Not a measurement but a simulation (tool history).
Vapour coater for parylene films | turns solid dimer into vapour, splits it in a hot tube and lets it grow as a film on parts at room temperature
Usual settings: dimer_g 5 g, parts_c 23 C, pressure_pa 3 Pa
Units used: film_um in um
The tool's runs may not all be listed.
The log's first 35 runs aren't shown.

Run 36, hour 981.5: usual settings but dimer_g 3 g, parts_c 25 C, pressure_pa 5.4 Pa. Result: film_um 0.588 um.
Run 37, hour 999: usual settings but dimer_g 3 g, parts_c 25 C, pressure_pa 5.4 Pa. Result: film_um 0.593 um.
Run 38, hour 1029.1: usual settings but parts_c 24 C, pressure_pa 4.59 Pa. Result: film_um 1.031 um.
Run 39, hour 1061.3: usual settings but parts_c 24 C, pressure_pa 4.59 Pa. Result: film_um 1.011 um.
Run 40, hour 1089.7: usual settings but parts_c 24 C, pressure_pa 2.69 Pa. Result: film_um 1.065 um.
Run 41, hour 1127.3: usual settings but dimer_g 7 g, pressure_pa 2.56 Pa. Result: film_um 1.542 um.
Run 42, hour 1150.5: usual settings but dimer_g 7 g, pressure_pa 2.56 Pa. Result: film_um 1.543 um.
Run 43, hour 1188.3: usual settings but dimer_g 4 g, parts_c 34 C, pressure_pa 5.61 Pa. Result: film_um 0.523 um.
Run 44, hour 1210: usual settings but dimer_g 4 g, parts_c 34 C, pressure_pa 5.61 Pa. Result: film_um 0.518 um.
Run 45, hour 1243.5: usual settings but dimer_g 4 g, parts_c 34 C, pressure_pa 5.61 Pa. Result: film_um 0.521 um.
Run 46, hour 1261.8: usual settings but dimer_g 3 g, parts_c 29 C, pressure_pa 10.66 Pa. Result: film_um 0.467 um.
Run 47, hour 1303: usual settings but dimer_g 3 g, parts_c 29 C, pressure_pa 10.66 Pa. Result: film_um 0.48 um.
Run 48, hour 1331.6: usual settings but parts_c 26 C, pressure_pa 3.11 Pa. Result: film_um 0.952 um.

Predict each of these 3 candidate next runs independently; none follows another, all start after run 48:
Run A, hour 1355.1: usual settings but parts_c 28 C, pressure_pa 3.08 Pa. Result: film_um ?.
Run B, hour 1355.1: usual settings but dimer_g 3 g, parts_c 17 C, pressure_pa 8.24 Pa. Result: film_um ?.
Run C, hour 1355.1: usual settings but dimer_g 3 g, parts_c 24 C, pressure_pa 3.11 Pa. Result: film_um ?.

run  film_um
  A    0.865
  B    0.805
  C    0.636
Stripped of hidden state, with their random variation kept, the same runs would have yielded:
run  film_um
  A    0.867
  B    0.807
  C    0.637
